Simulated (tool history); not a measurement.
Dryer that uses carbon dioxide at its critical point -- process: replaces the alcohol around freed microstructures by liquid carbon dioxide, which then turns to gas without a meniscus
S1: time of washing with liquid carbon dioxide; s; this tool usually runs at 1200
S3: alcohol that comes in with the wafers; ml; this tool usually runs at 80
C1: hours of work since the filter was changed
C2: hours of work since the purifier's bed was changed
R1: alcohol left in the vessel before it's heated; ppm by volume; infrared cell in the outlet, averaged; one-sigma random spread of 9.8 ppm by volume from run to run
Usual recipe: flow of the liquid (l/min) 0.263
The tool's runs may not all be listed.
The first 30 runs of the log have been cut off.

Run 31, hour 231: usual settings but flow of the liquid (l/min) 0.354, S3 33 ml; C1 76; C2 179. Result: R1 71 ppm by volume.
Run 32, hour 239.2: usual settings but flow of the liquid (l/min) 0.354, S3 26 ml; C1 80; C2 183. Result: R1 61 ppm by volume.
Run 33, hour 250: usual settings but S1 1500 s, flow of the liquid (l/min) 0.258, S3 26 ml; C1 84; C2 188. Result: R1 91 ppm by volume.
Run 34, hour 257.6: usual settings but S1 780 s, flow of the liquid (l/min) 0.169, S3 26 ml; C1 88; C2 191. Result: R1 3546 ppm by volume.
Run 35, hour 267.9: usual settings but S1 780 s, flow of the liquid (l/min) 0.169, S3 26 ml; C1 92; C2 195. Result: R1 3604 ppm by volume.
Run 36, hour 277.3: usual settings but S1 780 s, flow of the liquid (l/min) 0.235, S3 60 ml; C1 96; C2 199. Result: R1 3881 ppm by volume.
Run 37, hour 285.2: usual settings but S1 780 s, flow of the liquid (l/min) 0.235, S3 60 ml; C1 99; C2 203. Result: R1 3969 ppm by volume.
Run 38, hour 292.1: usual settings but flow of the liquid (l/min) 0.201; C1 102; C2 206. Result: R1 2139 ppm by volume.
Run 39, hour 299.1: usual settings but S1 1500 s, flow of the liquid (l/min) 0.175, S3 36 ml; C1 105; C2 209. Result: R1 722 ppm by volume.
Run 40, hour 304.6: usual settings but S1 1860 s, flow of the liquid (l/min) 0.374, S3 24 ml; C1 108; C2 211. Result: R1 10 ppm by volume.
Run 41, hour 315.7: usual settings but S1 1320 s, flow of the liquid (l/min) 0.374, S3 86 ml; C1 112; C2 216. Result: R1 80 ppm by volume.
Run 42, hour 326.8: usual settings but S1 1320 s, flow of the liquid (l/min) 0.374, S3 86 ml; C1 117; C2 220. Result: R1 79 ppm by volume.

Expected results for the next run?
Run 43, hour 332.3: usual settings but S1 1320 s, flow of the liquid (l/min) 0.374, S3 86 ml; C1 120; C2 223. Result: R1 ?.

{"run 43": {"R1": 88}}
With the hidden condition absent and the run-to-run variation left alone, this run would have shown R1 48 ppm by volume.

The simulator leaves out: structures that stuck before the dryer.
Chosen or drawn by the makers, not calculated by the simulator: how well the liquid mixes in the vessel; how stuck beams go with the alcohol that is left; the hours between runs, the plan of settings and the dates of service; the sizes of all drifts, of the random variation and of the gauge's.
